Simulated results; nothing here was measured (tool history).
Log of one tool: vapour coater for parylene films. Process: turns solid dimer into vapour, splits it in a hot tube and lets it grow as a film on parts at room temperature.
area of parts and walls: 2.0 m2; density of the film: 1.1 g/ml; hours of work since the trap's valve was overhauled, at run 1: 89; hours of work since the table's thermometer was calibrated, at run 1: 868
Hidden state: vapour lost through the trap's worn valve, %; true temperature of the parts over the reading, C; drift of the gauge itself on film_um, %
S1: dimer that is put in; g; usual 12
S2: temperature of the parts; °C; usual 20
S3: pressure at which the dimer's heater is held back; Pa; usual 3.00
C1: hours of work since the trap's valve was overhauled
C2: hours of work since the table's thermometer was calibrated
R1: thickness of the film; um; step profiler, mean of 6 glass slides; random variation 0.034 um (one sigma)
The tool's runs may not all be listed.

Run 1, hour 0.0: usual settings; C1 89; C2 868. Result: R1 3.31 um.
Run 2, hour 15.2: usual settings; C1 99; C2 878. Result: R1 3.34 um.
Run 3, hour 33.1: usual settings; C1 111; C2 890. Result: R1 3.34 um.
Run 4, hour 51.9: usual settings; C1 124; C2 903. Result: R1 3.33 um.
Run 5, hour 83.0: usual settings but S2 13 °C; C1 144; C2 923. Result: R1 3.64 um.
Run 6, hour 110.8: usual settings but S2 13 °C; C1 163; C2 942. Result: R1 3.63 um.
Run 7, hour 136.9: usual settings but S2 13 °C; C1 180; C2 959. Result: R1 3.62 um.
Run 8, hour 164.8: usual settings but S2 13 °C; C1 198; C2 978. Result: R1 3.60 um.
Run 9, hour 194.3: usual settings but S2 13 °C; C1 218; C2 997. Result: R1 3.61 um.
Run 10, hour 221.5: usual settings but S2 13 °C; C1 236; C2 1015. Result: R1 3.57 um.
Run 11, hour 256.1: usual settings but S2 13 °C; C1 259; C2 1038. Result: R1 3.58 um.
Run 12, hour 276.3: usual settings; C1 272; C2 1051. Result: R1 3.18 um.
Run 13, hour 302.5: usual settings but S3 4.61 Pa; C1 290; C2 1069. Result: R1 2.92 um.
At hour 307.6: table's thermometer calibrated.
Run 14, hour 328.0: usual settings; C1 306; C2 13. Result: R1 3.21 um.
Run 15, hour 353.0: usual settings; C1 322; C2 30. Result: R1 3.16 um.
At hour 376.4: table's thermometer calibrated, once more.
Run 16, hour 381.1: usual settings; C1 340; C2 3. Result: R1 3.08 um.
Run 17, hour 407.6: usual settings but S3 2.24 Pa; C1 358; C2 21. Result: R1 3.18 um.
Run 18, hour 440.6: usual settings; C1 380; C2 43. Result: R1 2.98 um.
Run 19, hour 455.0: usual settings; C1 389; C2 52. Result: R1 2.98 um.
Run 20, hour 484.1: usual settings; C1 409; C2 71. Result: R1 2.98 um.
Run 21, hour 500.9: usual settings; C1 420; C2 82. Result: R1 2.95 um.
Run 22, hour 533.6: usual settings but S3 4.39 Pa; C1 441; C2 104. Result: R1 2.77 um.
At hour 554.9: trap's valve overhauled.
Run 23, hour 566.3: usual settings but S3 4.39 Pa; C1 8; C2 123. Result: R1 3.15 um.
Run 24, hour 591.2: usual settings but S1 6 g, S3 4.39 Pa; C1 24; C2 140. Result: R1 1.59 um.
Run 25, hour 610.4: usual settings but S1 6 g, S2 18 °C, S3 4.01 Pa; C1 37; C2 152. Result: R1 1.68 um.
Run 26, hour 636.0: usual settings but S1 6 g, S2 14 °C, S3 4.01 Pa; C1 54; C2 169. Result: R1 1.75 um.
Run 27, hour 656.4: usual settings but S1 6 g, S2 14 °C, S3 7.35 Pa; C1 67; C2 183. Result: R1 1.56 um.
Run 28, hour 689.4: usual settings but S1 5 g, S3 7.72 Pa; C1 89; C2 205. Result: R1 1.22 um.
Run 29, hour 718.5: usual settings but S1 21 g, S2 22 °C; C1 108; C2 224. Result: R1 5.60 um.
Run 30, hour 736.8: usual settings but S2 17 °C, S3 7.57 Pa; C1 120; C2 236. Result: R1 2.93 um.
Run 31, hour 765.1: usual settings but S2 17 °C, S3 7.57 Pa; C1 139; C2 255. Result: R1 2.92 um.
Run 32, hour 787.5: usual settings but S2 17 °C, S3 7.57 Pa; C1 154; C2 270. Result: R1 2.97 um.
Run 33, hour 808.2: usual settings but S1 5 g, S2 15 °C, S3 9.61 Pa; C1 168; C2 283. Result: R1 1.18 um.
Run 34, hour 842.0: usual settings but S1 6 g, S2 31 °C, S3 6.81 Pa; C1 190; C2 306. Result: R1 1.18 um.
Run 35, hour 869.3: usual settings but S1 17 g; C1 208; C2 324. Result: R1 4.57 um.
Run 36, hour 902.5: usual settings but S1 8 g, S2 17 °C, S3 2.04 Pa; C1 230; C2 346. Result: R1 2.35 um.
Run 37, hour 921.6: usual settings but S1 20 g, S2 17 °C, S3 8.05 Pa; C1 243; C2 358. Result: R1 4.74 um.
Run 38, hour 955.8: usual settings but S1 11 g, S2 14 °C, S3 4.78 Pa; C1 265; C2 381. Result: R1 2.92 um.
Run 39, hour 975.5: usual settings but S1 5 g, S2 24 °C, S3 2.21 Pa; C1 279; C2 394. Result: R1 1.28 um.
Run 40, hour 996.2: usual settings but S1 5 g, S2 24 °C, S3 2.21 Pa; C1 292; C2 408. Result: R1 1.28 um.
Run 41, hour 1024.8: usual settings but S1 5 g, S2 24 °C, S3 2.21 Pa; C1 311; C2 427. Result: R1 1.31 um.
Run 42, hour 1052.5: usual settings but S1 5 g, S2 24 °C, S3 2.21 Pa; C1 330; C2 445. Result: R1 1.28 um.
Run 43, hour 1067.7: usual settings but S1 8 g, S2 16 °C, S3 2.21 Pa; C1 340; C2 455. Result: R1 2.33 um.
Run 44, hour 1095.2: usual settings but S1 8 g, S2 16 °C, S3 2.21 Pa; C1 358; C2 473. Result: R1 2.29 um.
Run 45, hour 1112.8: usual settings but S2 22 °C, S3 9.97 Pa; C1 369; C2 485. Result: R1 2.39 um.
Run 46, hour 1126.8: usual settings but S1 11 g, S2 22 °C, S3 3.10 Pa; C1 379; C2 494. Result: R1 2.73 um.
Run 47, hour 1146.9: usual settings but S3 3.20 Pa; C1 392; C2 508. Result: R1 3.00 um.

4 ways to go on from here, each from the tool as it stands after run 47. What would each give?
Run A, hour 1161.8: usual settings but S1 6 g, S2 17 °C, S3 2.20 Pa; C1 402; C2 517. Result: R1 ?.
Run B, hour 1161.8: usual settings but S1 10 g, S2 15 °C, S3 3.20 Pa; C1 402; C2 517. Result: R1 ?.
Run C, hour 1161.8: usual settings but S3 2.05 Pa; C1 402; C2 517. Result: R1 ?.
Run D, hour 1161.8: usual settings but S3 7.96 Pa; C1 402; C2 517. Result: R1 ?.

run    R1
  A  1.68
  B  2.66
  C  3.20
  D  2.58
Without the tool's hidden state the same runs would have given:
run    R1
  A  1.88
  B  3.00
  C  3.60
  D  2.90
